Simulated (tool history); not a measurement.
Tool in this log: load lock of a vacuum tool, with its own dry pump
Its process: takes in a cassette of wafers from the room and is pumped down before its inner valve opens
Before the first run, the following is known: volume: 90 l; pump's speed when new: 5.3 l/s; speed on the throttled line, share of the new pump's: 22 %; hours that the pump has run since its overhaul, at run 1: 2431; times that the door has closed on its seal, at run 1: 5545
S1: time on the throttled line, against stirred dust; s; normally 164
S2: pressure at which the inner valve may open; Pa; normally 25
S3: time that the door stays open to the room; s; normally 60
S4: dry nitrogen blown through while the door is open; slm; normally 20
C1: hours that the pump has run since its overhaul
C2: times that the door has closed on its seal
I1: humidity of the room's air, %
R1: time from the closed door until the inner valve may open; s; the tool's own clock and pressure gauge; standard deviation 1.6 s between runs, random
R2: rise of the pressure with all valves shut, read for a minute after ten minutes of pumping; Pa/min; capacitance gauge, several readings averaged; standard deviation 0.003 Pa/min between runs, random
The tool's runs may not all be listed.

Run 1, hour 0: usual settings; C1 2431; C2 5545; I1 45.5. Result: R1 273.3 s, R2 0.043 Pa/min.
Run 2, hour 194.3: usual settings; C1 2625; C2 5753; I1 46.9. Result: R1 274.6 s, R2 0.047 Pa/min.
Run 3, hour 425.6: usual settings; C1 2857; C2 6000; I1 47.1. Result: R1 277.1 s, R2 0.053 Pa/min.
Run 4, hour 612.7: usual settings; C1 3044; C2 6201; I1 44.5. Result: R1 275.8 s, R2 0.05 Pa/min.
Run 5, hour 761.9: usual settings; C1 3193; C2 6360; I1 47.5. Result: R1 273.8 s, R2 0.054 Pa/min.
Run 6, hour 940.9: usual settings but S3 201 s; C1 3372; C2 6552; I1 48.5. Result: R1 274.9 s, R2 0.103 Pa/min.
Run 7, hour 1233.5: usual settings but S3 201 s; C1 3665; C2 6865; I1 43.8. Result: R1 274.3 s, R2 0.092 Pa/min.
Run 8, hour 1511.8: usual settings but S2 40 Pa; C1 3943; C2 7163; I1 45.9. Result: R1 268.1 s, R2 0.057 Pa/min.
Run 9, hour 1656.1: usual settings but S2 46 Pa; C1 4087; C2 7317; I1 44.2. Result: R1 264 s, R2 0.051 Pa/min.
Run 10, hour 1965.1: usual settings but S2 39 Pa; C1 4396; C2 7648; I1 45.8. Result: R1 267.5 s, R2 0.055 Pa/min.
Run 11, hour 2252.7: usual settings but S2 43 Pa; C1 4684; C2 7956; I1 46.5. Result: R1 266.4 s, R2 0.058 Pa/min.
Run 12, hour 2480.9: usual settings but S2 43 Pa; C1 4912; C2 8200; I1 44.8. Result: R1 269.6 s, R2 0.053 Pa/min.
Run 13, hour 2647.5: usual settings but S2 32 Pa; C1 5079; C2 8378; I1 44.1. Result: R1 273.6 s, R2 0.059 Pa/min.
Run 14, hour 2809.5: usual settings but S2 32 Pa; C1 5241; C2 8551; I1 48.4. Result: R1 272.4 s, R2 0.058 Pa/min.
Run 15, hour 2966.2: usual settings but S2 32 Pa; C1 5397; C2 8719; I1 44.5. Result: R1 274.8 s, R2 0.063 Pa/min.
Run 16, hour 3095.1: usual settings but S2 32 Pa; C1 5526; C2 8857; I1 44.3. Result: R1 275.3 s, R2 0.057 Pa/min.
Run 17, hour 3257.7: usual settings but S3 201 s; C1 5689; C2 9031; I1 44.2. Result: R1 278.1 s, R2 0.102 Pa/min.
Run 18, hour 3533.9: usual settings; C1 5965; C2 9327; I1 46.8. Result: R1 278.6 s, R2 0.062 Pa/min.
Run 19, hour 3766.1: usual settings but S4 11 slm; C1 6197; C2 9575; I1 46.3. Result: R1 279 s, R2 0.074 Pa/min.
Run 20, hour 4068.9: usual settings but S4 11 slm; C1 6500; C2 9899; I1 45.8. Result: R1 280.3 s, R2 0.075 Pa/min.
Run 21, hour 4306.9: usual settings but S4 11 slm; C1 6738; C2 10154; I1 43. Result: R1 280.7 s, R2 0.064 Pa/min.
Run 22, hour 4488.4: usual settings but S4 11 slm; C1 6919; C2 10348; I1 43.5. Result: R1 282.4 s, R2 0.079 Pa/min.
Run 23, hour 4682.3: usual settings but S4 11 slm; C1 7113; C2 10555; I1 45.2. Result: R1 284.8 s, R2 0.078 Pa/min.
Run 24, hour 4890.8: usual settings but S1 175 s, S2 29 Pa, S3 62 s, S4 13 slm; C1 7322; C2 10778; I1 43.5. Result: R1 289.2 s, R2 0.074 Pa/min.
Run 25, hour 5028: usual settings but S1 189 s, S2 38 Pa, S3 39 s, S4 26 slm; C1 7459; C2 10925; I1 43.4. Result: R1 296.3 s, R2 0.056 Pa/min.
Run 26, hour 5329.7: usual settings but S1 168 s, S2 39 Pa; C1 7761; C2 11248; I1 45.3. Result: R1 280.7 s, R2 0.068 Pa/min.
Run 27, hour 5492.3: usual settings but S1 168 s, S2 39 Pa; C1 7923; C2 11422; I1 46.2. Result: R1 278.7 s, R2 0.071 Pa/min.
Run 28, hour 5746.1: usual settings but S1 126 s, S3 113 s; C1 8177; C2 11694; I1 45.1. Result: R1 257.3 s, R2 0.09 Pa/min.
Run 29, hour 5982.9: usual settings but S1 126 s, S3 113 s; C1 8414; C2 11947; I1 42. Result: R1 259.8 s, R2 0.086 Pa/min.
Run 30, hour 6213: usual settings but S1 126 s, S3 113 s; C1 8644; C2 12193; I1 45. Result: R1 259.5 s, R2 0.092 Pa/min.
Run 31, hour 6418.4: usual settings but S4 18 slm; C1 8849; C2 12413; I1 43.7. Result: R1 285.6 s, R2 0.071 Pa/min.
Run 32, hour 6651.7: usual settings but S4 18 slm; C1 9083; C2 12663; I1 44.9. Result: R1 286.8 s, R2 0.074 Pa/min.
Run 33, hour 6821: usual settings but S1 277 s, S4 11 slm; C1 9252; C2 12844; I1 44. Result: R1 366.9 s, R2 0.086 Pa/min.
Run 34, hour 7125: usual settings but S1 277 s, S2 24 Pa, S4 11 slm; C1 9556; C2 13169; I1 45.2. Result: R1 370.5 s, R2 0.09 Pa/min.
Run 35, hour 7393: usual settings but S3 25 s; C1 9824; C2 13456; I1 45.6. Result: R1 291.3 s, R2 0.063 Pa/min.
Run 36, hour 7598.2: usual settings but S3 25 s; C1 10029; C2 13676; I1 46. Result: R1 290.6 s, R2 0.067 Pa/min.
Run 37, hour 7873.1: usual settings but S2 24 Pa, S3 27 s; C1 10304; C2 13970; I1 43.6. Result: R1 293.2 s, R2 0.066 Pa/min.
Run 38, hour 8066.4: usual settings but S2 24 Pa, S3 27 s; C1 10497; C2 14177; I1 42.4. Result: R1 288.7 s, R2 0.07 Pa/min.

Here are 3 independent what-if runs from the current tool condition. What would each one return?
Run A, hour 8237.8: usual settings but S4 7 slm; C1 10669; C2 14360; I1 48.3. Result: R1 ?, R2 ?.
Run B, hour 8237.8: usual settings but S2 42 Pa, S3 57 s, S4 6 slm; C1 10669; C2 14360; I1 41.1. Result: R1 ?, R2 ?.
Run C, hour 8237.8: usual settings but S2 34 Pa, S4 5 slm; C1 10669; C2 14360; I1 40.4. Result: R1 ?, R2 ?.

run     R1     R2
  A  289.7  0.099
  B  281.7  0.094
  C  285.5  0.095
Take away the tool's hidden state, keep each run's random variation, and the runs would have read:
run     R1     R2
  A  266.9  0.051
  B  260.9  0.045
  C    264  0.046

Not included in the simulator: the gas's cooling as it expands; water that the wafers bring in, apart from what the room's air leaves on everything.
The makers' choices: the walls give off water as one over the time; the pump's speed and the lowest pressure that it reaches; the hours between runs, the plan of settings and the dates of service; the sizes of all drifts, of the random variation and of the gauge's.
